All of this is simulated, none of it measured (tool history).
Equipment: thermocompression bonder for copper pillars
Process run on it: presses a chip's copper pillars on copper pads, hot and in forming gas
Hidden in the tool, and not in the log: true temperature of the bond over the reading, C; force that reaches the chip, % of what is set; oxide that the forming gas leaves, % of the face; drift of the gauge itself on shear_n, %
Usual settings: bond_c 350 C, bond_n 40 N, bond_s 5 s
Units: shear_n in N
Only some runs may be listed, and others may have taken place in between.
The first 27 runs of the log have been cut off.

| run | day | bond_c | bond_n | bond_s | hours of work since the heater was calibrated | hours of work since the force cell was calibrated | hours of work since the gas filter was changed | shear_n |
|---|---|---|---|---|---|---|---|---|
| 28 | 7.167 | 345 | 40 | 9 | 688 | 230 | 13 | 64.7 |
| 29 | 7.342 | 337 | 42 | 4 | 691 | 233 | 16 | 47.6 |
| 30 | 7.65 | 337 | 42 | 4 | 696 | 238 | 21 | 47.9 |
| 31 | 7.942 | 337 | 42 | 4 | 701 | 243 | 26 | 48.5 |
| 32 | 8.292 | 350 | 40 | 10 | 707 | 249 | 32 | 68.9 |
| 33 | 8.567 | 350 | 40 | 10 | 711 | 253 | 36 | 66.6 |
| 34 | 8.942 | 322 | 40 | 4 | 717 | 259 | 42 | 37.6 |
| 35 | 9.204 | 359 | 44 | 5 | 721 | 263 | 46 | 61.7 |
| 36 | 9.475 | 354 | 27 | 4 | 726 | 268 | 51 | 40.5 |
| 37 | 9.658 | 324 | 48 | 4 | 729 | 271 | 54 | 45.6 |
| 38 | 9.821 | 338 | 34 | 4 | 731 | 273 | 56 | 38.9 |
| 39 | 9.983 | 338 | 34 | 4 | 734 | 276 | 59 | 39.4 |

Below are 5 alternative next runs, each starting from the tool's condition after run 39. Predict each:
| A | 10.208 | 327 | 45 | 14 | 738 | 280 | 63 | ? |
| B | 10.208 | 338 | 46 | 4 | 738 | 280 | 63 | ? |
| C | 10.208 | 338 | 42 | 8 | 738 | 280 | 63 | ? |
| D | 10.208 | 338 | 51 | 15 | 738 | 280 | 63 | ? |
| E | 10.208 | 350 | 51 | 5 | 738 | 280 | 63 | ? |

| run | shear_n |
|---|---|
| A | 62.8 |
| B | 48.5 |
| C | 57 |
| D | 73 |
| E | 61.7 |
What these runs would have given with no unlogged condition in the tool:
| run | shear_n |
|---|---|
| A | 69.3 |
| B | 54.3 |
| C | 63.2 |
| D | 79.2 |
| E | 67.9 |
